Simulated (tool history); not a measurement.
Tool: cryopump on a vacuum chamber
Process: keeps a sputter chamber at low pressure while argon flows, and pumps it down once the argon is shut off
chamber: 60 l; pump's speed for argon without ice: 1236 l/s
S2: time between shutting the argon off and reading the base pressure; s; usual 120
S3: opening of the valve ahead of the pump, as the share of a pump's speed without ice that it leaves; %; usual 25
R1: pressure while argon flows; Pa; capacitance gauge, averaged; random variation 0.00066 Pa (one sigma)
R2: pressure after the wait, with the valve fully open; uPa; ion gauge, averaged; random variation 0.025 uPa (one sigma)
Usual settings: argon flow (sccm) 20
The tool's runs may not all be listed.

run 1 day=0 | argon_flow_(sccm)=20 S2=120 S3=25 | R1=0.1119 R2=2.66
run 2 day=1.917 | argon_flow_(sccm)=20 S2=120 S3=25 | R1=0.1134 R2=2.76
run 3 day=4.75 | argon_flow_(sccm)=20 S2=120 S3=25 | R1=0.1127 R2=2.98
run 4 day=7.879 | argon_flow_(sccm)=20 S2=120 S3=25 | R1=0.1147 R2=3.2
run 5 day=9.675 | argon_flow_(sccm)=20 S2=120 S3=25 | R1=0.1159 R2=3.13
run 6 day=12.308 | argon_flow_(sccm)=20 S2=120 S3=40 | R1=0.076 R2=3.34
run 7 day=14.821 | argon_flow_(sccm)=20 S2=120 S3=40 | R1=0.0768 R2=3.6
run 8 day=16.592 | argon_flow_(sccm)=20 S2=120 S3=40 | R1=0.078 R2=3.52
run 9 day=18.325 | argon_flow_(sccm)=20 S2=120 S3=45 | R1=0.0719 R2=3.73
run 10 day=21.3 | argon_flow_(sccm)=20 S2=120 S3=25 | R1=0.1223 R2=3.89
run 11 day=24.442 | argon_flow_(sccm)=20 S2=120 S3=25 | R1=0.123 R2=4.14
run 12 day=27.296 | argon_flow_(sccm)=20 S2=120 S3=25 | R1=0.1096 R2=3.16
run 13 day=28.912 | argon_flow_(sccm)=20 S2=120 S3=25 | R1=0.1104 R2=3.28
run 14 day=30.604 | argon_flow_(sccm)=20 S2=120 S3=32 | R1=0.0877 R2=3.3
run 15 day=32.4 | argon_flow_(sccm)=20 S2=120 S3=32 | R1=0.0883 R2=3.46
run 16 day=35.129 | argon_flow_(sccm)=20 S2=23 S3=56 | R1=0.0526 R2=7.01
run 17 day=37.05 | argon_flow_(sccm)=13 S2=52 S3=25 | R1=0.0744 R2=4.92
run 18 day=39.862 | argon_flow_(sccm)=9 S2=60 S3=20 | R1=0.0635 R2=4.72
run 19 day=42.575 | argon_flow_(sccm)=9 S2=60 S3=20 | R1=0.065 R2=4.93
run 20 day=45.267 | argon_flow_(sccm)=9 S2=60 S3=20 | R1=0.0662 R2=5.16
run 21 day=47.754 | argon_flow_(sccm)=9 S2=60 S3=20 | R1=0.0654 R2=5.23
run 22 day=49.362 | argon_flow_(sccm)=12 S2=146 S3=47 | R1=0.04 R2=4.41
run 23 day=50.896 | argon_flow_(sccm)=12 S2=146 S3=47 | R1=0.0405 R2=4.62
run 24 day=53.629 | argon_flow_(sccm)=18 S2=30 S3=25 | R1=0.1098 R2=7.3
run 25 day=56.217 | argon_flow_(sccm)=18 S2=30 S3=18 | R1=0.1491 R2=8
run 26 day=58.742 | argon_flow_(sccm)=18 S2=30 S3=18 | R1=0.138 R2=6.24
run 27 day=60.4 | argon_flow_(sccm)=18 S2=30 S3=18 | R1=0.1378 R2=6.54
run 28 day=61.958 | argon_flow_(sccm)=11 S2=30 S3=47 | R1=0.0336 R2=6.38
run 29 day=64.688 | argon_flow_(sccm)=12 S2=23 S3=52 | R1=0.0327 R2=7.36

Not shown: 2 entries that the log had between the listed runs. Between which runs, and how does the tool's hidden state differ before and after?
Between runs 11 and 12: pump warmed up, emptied and cooled again (day 25.088)
  pump's speed, % of a pump's without ice: 66.5 -> 97.4; cold plate's temperature, K: 13.09 -> 13.12; leak into the chamber, uPa l/s: 2750 -> 2818
  measured less the result without the state, R1: +0.0146 -> +0.0014 Pa; R2: +3.13 -> +2.13 uPa
Between runs 25 and 26: pump warmed up, emptied and cooled again (day 57.046)
  pump's speed, % of a pump's without ice: 67.4 -> 98.2; cold plate's temperature, K: 13.43 -> 13.45; leak into the chamber, uPa l/s: 3566 -> 3629
  measured less the result without the state, R1: +0.0129 -> +0.0012 Pa; R2: +4.35 -> +2.81 uPa

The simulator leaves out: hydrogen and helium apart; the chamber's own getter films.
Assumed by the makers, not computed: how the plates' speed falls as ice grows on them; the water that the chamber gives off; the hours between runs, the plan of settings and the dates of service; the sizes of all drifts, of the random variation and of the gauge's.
